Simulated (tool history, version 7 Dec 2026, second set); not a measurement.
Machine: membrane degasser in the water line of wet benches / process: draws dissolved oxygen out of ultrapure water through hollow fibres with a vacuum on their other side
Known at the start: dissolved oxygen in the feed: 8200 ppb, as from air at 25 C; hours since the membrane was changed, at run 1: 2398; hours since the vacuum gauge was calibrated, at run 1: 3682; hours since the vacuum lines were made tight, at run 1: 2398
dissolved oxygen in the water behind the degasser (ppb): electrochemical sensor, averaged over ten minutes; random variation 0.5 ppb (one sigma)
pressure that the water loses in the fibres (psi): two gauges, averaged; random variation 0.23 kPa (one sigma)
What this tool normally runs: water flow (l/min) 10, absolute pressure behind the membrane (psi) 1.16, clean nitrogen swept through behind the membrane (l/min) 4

run     day  water flow (l/min)  absolute pressure behind the membrane (psi)  clean nitrogen swept through behind the membrane (l/min)  hours since the membrane was changed  hours since the vacuum gauge was calibrated  hours since the vacuum lines were made tight  dissolved oxygen in the water behind the degasser (ppb)  pressure that the water loses in the fibres (psi)
  1       0                  10                                         1.16                                                         4                                  2398                                         3682                                          2398                                                     39.9                                              8.736
  2   2.375                  10                                         1.16                                                         4                                  2455                                         3739                                          2455                                                     40.3                                              8.731
  3   6.738                  10                                         1.16                                                         4                                  2560                                         3844                                          2560                                                     39.2                                              8.695
  4  12.354                  10                                         1.16                                                         4                                  2695                                         3979                                          2695                                                     39.3                                              8.727
     14.746  -- seals of the vacuum lines changed
  5  16.575                  10                                         1.16                                                         4                                  2794                                         4078                                            44                                                       40                                              8.749
  6  18.942                  10                                         1.16                                                         4                                  2851                                         4135                                           101                                                     39.3                                              8.737
  7  22.175                  10                                         1.16                                                         4                                  2928                                         4212                                           178                                                       40                                              8.733
  8  25.917                  10                                         1.16                                                         4                                  3018                                         4302                                           268                                                     39.4                                              8.679
  9  30.138                  10                                         1.16                                                         4                                  3119                                         4403                                           369                                                     39.1                                              8.627
 10    35.3                  13                                         1.16                                                         4                                  3243                                         4527                                           493                                                     67.3                                             11.248
 11  38.046                  13                                         1.16                                                         4                                  3309                                         4593                                           559                                                     69.1                                             11.268
 12  41.942                  13                                         1.16                                                         4                                  3403                                         4687                                           653                                                     67.7                                             11.194
 13  44.692                  13                                         1.16                                                         4                                  3469                                         4753                                           719                                                     67.1                                             11.236
 14  48.658                  10                                         1.16                                                         4                                  3564                                         4848                                           814                                                     40.2                                               8.54
 15  53.433                  10                                         1.16                                                         4                                  3679                                         4963                                           929                                                     39.1                                              8.554
 16  56.854                  10                                         1.16                                                         4                                  3761                                         5045                                          1011                                                     39.6                                              8.612
 17  61.308                  10                                         1.16                                                         4                                  3868                                         5151                                          1117                                                     39.5                                              8.631
 18  65.479                  10                                         1.16                                                         4                                  3968                                         5252                                          1218                                                     40.7                                              8.569
 19  71.038                  14                                         1.64                                                      2.01                                  4101                                         5385                                          1351                                                    170.8                                             12.021
 20  76.696                  14                                         1.64                                                      2.01                                  4237                                         5521                                          1487                                                    172.3                                             12.011
 21   81.65                  14                                         1.64                                                      1.68                                  4356                                         5640                                          1606                                                      197                                             11.964
 22  84.562                  14                                         1.64                                                      1.68                                  4426                                         5710                                          1676                                                    195.5                                             11.976
 23  88.421                  11                                        1.752                                                      1.81                                  4518                                         5802                                          1768                                                    143.9                                              9.398
 24   92.35                  10                                        1.155                                                      7.89                                  4613                                         5896                                          1862                                                     25.2                                              8.528
 25  95.058                   6                                        1.951                                                      6.94                                  4678                                         5961                                          1928                                                     22.3                                              5.137

Estimate the outcome of run 26 from the log above:
 26  100.15                  13                                        1.951                                                     11.29                                  4800                                         6084                                          2050                                                        ?                                                  ?

{"run 26": {"dissolved oxygen in the water behind the degasser (ppb)": 58.1, "pressure that the water loses in the fibres (psi)": 11.136}}
Had the tool carried no hidden state, the very same run would have given dissolved oxygen in the water behind the degasser (ppb) 57.9, pressure that the water loses in the fibres (psi) 11.339.
